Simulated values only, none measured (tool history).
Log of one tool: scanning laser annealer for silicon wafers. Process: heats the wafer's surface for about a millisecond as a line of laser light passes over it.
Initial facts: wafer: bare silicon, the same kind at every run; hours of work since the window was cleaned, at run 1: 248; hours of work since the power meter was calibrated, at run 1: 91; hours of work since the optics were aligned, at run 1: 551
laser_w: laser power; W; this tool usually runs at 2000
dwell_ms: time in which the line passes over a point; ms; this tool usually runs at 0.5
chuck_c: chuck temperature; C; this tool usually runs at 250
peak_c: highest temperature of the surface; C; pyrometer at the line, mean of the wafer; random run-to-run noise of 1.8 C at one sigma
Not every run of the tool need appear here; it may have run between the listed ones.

| run | hour | laser_w | dwell_ms | chuck_c | hours of work since the window was cleaned | hours of work since the power meter was calibrated | hours of work since the optics were aligned | peak_c |
|---|---|---|---|---|---|---|---|---|
| 1 | 0 | 2000 | 0.5 | 250 | 248 | 91 | 551 | 973 |
| 2 | 16.9 | 2000 | 0.5 | 250 | 257 | 99 | 559 | 972 |
| 3 | 30.9 | 2000 | 0.5 | 250 | 264 | 107 | 566 | 969 |
| 4 | 46.3 | 2000 | 0.5 | 227 | 272 | 114 | 574 | 948 |
| 5 | 62.5 | 1903 | 0.5 | 250 | 280 | 122 | 582 | 928 |
| 6 | 75.8 | 1903 | 0.5 | 250 | 286 | 129 | 589 | 925 |
| 7 | 92.7 | 2000 | 0.5 | 250 | 295 | 138 | 598 | 964 |
| 8 | 106.4 | 1836 | 0.5 | 250 | 302 | 145 | 604 | 897 |
| 9 | 121.3 | 1836 | 0.5 | 250 | 309 | 152 | 612 | 897 |
| 10 | 138.3 | 1836 | 0.5 | 250 | 318 | 161 | 620 | 896 |
| 11 | 154 | 1836 | 0.547 | 286 | 326 | 168 | 628 | 961 |
| 12 | 164.6 | 1836 | 0.547 | 286 | 331 | 174 | 634 | 959 |
| 13 | 178.8 | 1795 | 0.464 | 230 | 338 | 181 | 641 | 830 |
| 14 | 189.9 | 2161 | 0.5 | 250 | 344 | 187 | 646 | 1033 |
|  | 196.5 | optics aligned, line set to its width |
|  | 202.3 | window over the wafer cleaned |
| 15 | 210.1 | 2161 | 0.5 | 250 | 4 | 193 | 6 | 1063 |
| 16 | 225 | 1706 | 0.469 | 237 | 11 | 201 | 13 | 826 |
| 17 | 236.1 | 2000 | 0.408 | 250 | 17 | 206 | 19 | 913 |
|  | 244.1 | optics aligned, line set to its width, once more |
| 18 | 253.9 | 2000 | 0.408 | 250 | 23 | 213 | 5 | 925 |
| 19 | 263.6 | 2000 | 0.408 | 250 | 28 | 218 | 10 | 920 |

Pick out some run-to-run changes in peak_c. Of each, how much would a tool without hidden state show as well, from the settings, what came in and chance, and how much is left for the hidden state and any gauge scatter not in both results compared?
Hidden state at play: light that passes the window, % of a clean one's; laser's true power over the reading, %; width of the line over the set one, %; drift of the gauge itself on peak_c, C.
Run 14 -> 15: optics aligned, line set to its width, window over the wafer cleaned. peak_c +30 C: hidden state +32, all else -2.
Run 15 -> 16: laser_w 2161 -> 1706, dwell_ms 0.5 -> 0.469, chuck_c 250 -> 237. peak_c -237 C: hidden state +3, all else -240.
